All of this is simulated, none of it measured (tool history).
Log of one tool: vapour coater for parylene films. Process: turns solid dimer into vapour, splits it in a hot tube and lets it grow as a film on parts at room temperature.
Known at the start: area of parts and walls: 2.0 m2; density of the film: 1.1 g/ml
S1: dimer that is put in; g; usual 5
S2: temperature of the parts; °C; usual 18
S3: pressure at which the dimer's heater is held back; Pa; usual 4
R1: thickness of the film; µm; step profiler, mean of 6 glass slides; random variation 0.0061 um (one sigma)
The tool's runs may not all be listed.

run 1 hour=0 | S1=5 S2=18 S3=4 | R1=1.379
run 2 hour=13.4 | S1=5 S2=17 S3=4 | R1=1.43
run 3 hour=26.9 | S1=5 S2=11 S3=4 | R1=1.799
run 4 hour=37.5 | S1=5 S2=12 S3=4 | R1=1.737
run 5 hour=58.7 | S1=5 S2=12 S3=4 | R1=1.733
run 6 hour=72.8 | S1=5 S2=16 S3=4 | R1=1.491
run 7 hour=88.9 | S1=5 S2=16 S3=4 | R1=1.494
run 8 hour=105.8 | S1=5 S2=18 S3=4 | R1=1.371
run 9 hour=118.9 | S1=3 S2=18 S3=4 | R1=0.825
run 10 hour=130.6 | S1=3 S2=18 S3=4 | R1=0.828
run 11 hour=144.1 | S1=3 S2=18 S3=4 | R1=0.826
run 12 hour=164.4 | S1=5 S2=14 S3=4 | R1=1.597
run 13 hour=174.8 | S1=5 S2=23 S3=4 | R1=1.141
run 14 hour=189.1 | S1=2 S2=16 S3=3.31 | R1=0.615
run 15 hour=206.2 | S1=2 S2=16 S3=3.31 | R1=0.62
run 16 hour=222.2 | S1=2 S2=18 S3=4.54 | R1=0.53
run 17 hour=236.3 | S1=5 S2=13 S3=4 | R1=1.656
run 18 hour=246 | S1=7 S2=13 S3=9.18 | R1=1.901
run 19 hour=262.7 | S1=4 S2=10 S3=4.54 | R1=1.441
run 20 hour=281.2 | S1=4 S2=10 S3=4.54 | R1=1.438
run 21 hour=299.3 | S1=8 S2=11 S3=4.54 | R1=2.762
run 22 hour=314.6 | S1=2 S2=25 S3=3.29 | R1=0.444

Forecast each of these 4 alternatives for the next run:
run A hour=328.2 | S1=5 S2=18 S3=2.59 | R1=?
run B hour=328.2 | S1=8 S2=18 S3=4 | R1=?
run C hour=328.2 | S1=8 S2=18 S3=4.01 | R1=?
run D hour=328.2 | S1=5 S2=16 S3=4 | R1=?

run=A R1=1.517
run=B R1=2.179
run=C R1=2.194
run=D R1=1.483
Without the tool's hidden state the same runs would have given:
run=A R1=1.529
run=B R1=2.196
run=C R1=2.211
run=D R1=1.494
